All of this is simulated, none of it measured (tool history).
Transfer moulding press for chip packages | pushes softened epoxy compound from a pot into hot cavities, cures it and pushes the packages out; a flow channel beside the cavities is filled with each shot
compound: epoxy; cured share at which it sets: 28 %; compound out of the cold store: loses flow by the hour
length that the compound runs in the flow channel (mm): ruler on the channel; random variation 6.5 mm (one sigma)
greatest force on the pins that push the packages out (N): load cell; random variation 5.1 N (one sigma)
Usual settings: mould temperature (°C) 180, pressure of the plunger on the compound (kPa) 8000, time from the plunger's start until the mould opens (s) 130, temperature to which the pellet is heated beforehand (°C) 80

run,hour,mould temperature (°C),pressure of the plunger on the compound (kPa),time from the plunger's start until the mould opens (s),temperature to which the pellet is heated beforehand (°C),incoming compound's hours out of the cold store,length that the compound runs in the flow channel (mm),greatest force on the pins that push the packages out (N)
1,0.0,180,8000,130,80,41.1,685,167
2,10.2,180,8000,130,80,35.0,712,168
3,21.3,180,8000,130,80,15.9,810,172
# hour 24.8: cavities cleaned with cleaning compound and waxed
4,35.6,180,8000,130,80,27.5,742,162
5,44.3,180,8000,130,80,29.9,738,165
6,58.0,180,8000,130,80,16.7,803,167
7,71.4,180,8000,130,80,31.8,731,161
# hour 86.1: cavities cleaned with cleaning compound and waxed
8,86.6,180,8000,130,80,37.5,710,153
9,100.4,180,8000,130,80,37.3,698,165
10,107.4,177,8000,130,80,47.7,671,160
11,114.7,180,8000,130,78,40.8,678,166
12,129.7,180,8000,130,78,22.6,761,160
13,138.8,180,8000,130,78,29.9,742,163
# hour 147.3: cavities cleaned with cleaning compound and waxed
14,154.7,180,6020,130,80,46.9,575,166
15,170.6,180,6020,130,80,43.5,593,158
16,182.0,177,6020,130,88,40.0,610,173
17,195.3,180,8120,139,80,25.1,763,160
18,205.0,180,8000,150,75,18.0,793,158
# hour 208.8: cavities cleaned with cleaning compound and waxed
19,222.3,174,8200,150,79,29.6,763,166
20,230.9,183,8000,134,70,19.0,762,155
21,245.3,181,6410,128,77,29.8,651,168
22,260.5,181,6410,128,77,12.4,720,167
# hour 269.7: cavities cleaned with cleaning compound and waxed
23,275.1,181,6410,128,77,12.6,717,165
24,289.4,187,6660,162,80,30.3,658,152
25,301.2,179,9300,114,80,32.9,776,188
26,315.5,177,9080,130,80,41.9,745,170
27,325.8,177,8410,139,80,16.6,828,168
# hour 330.4: cavities cleaned with cleaning compound and waxed
28,340.0,180,9670,142,80,23.4,840,159
29,349.6,183,7860,122,79,31.1,720,152

Forecast each of these 3 alternatives for the next run:
A,365.4,180,6000,130,80,25.3,?,?
B,365.4,183,7860,146,80,16.3,?,?
C,365.4,180,8900,112,80,17.5,?,?

run,length that the compound runs in the flow channel (mm),greatest force on the pins that push the packages out (N)
A,642,167
B,772,156
C,828,169
Without the tool's hidden state the same runs would have given:
run,length that the compound runs in the flow channel (mm),greatest force on the pins that push the packages out (N)
A,644,164
B,774,154
C,830,166
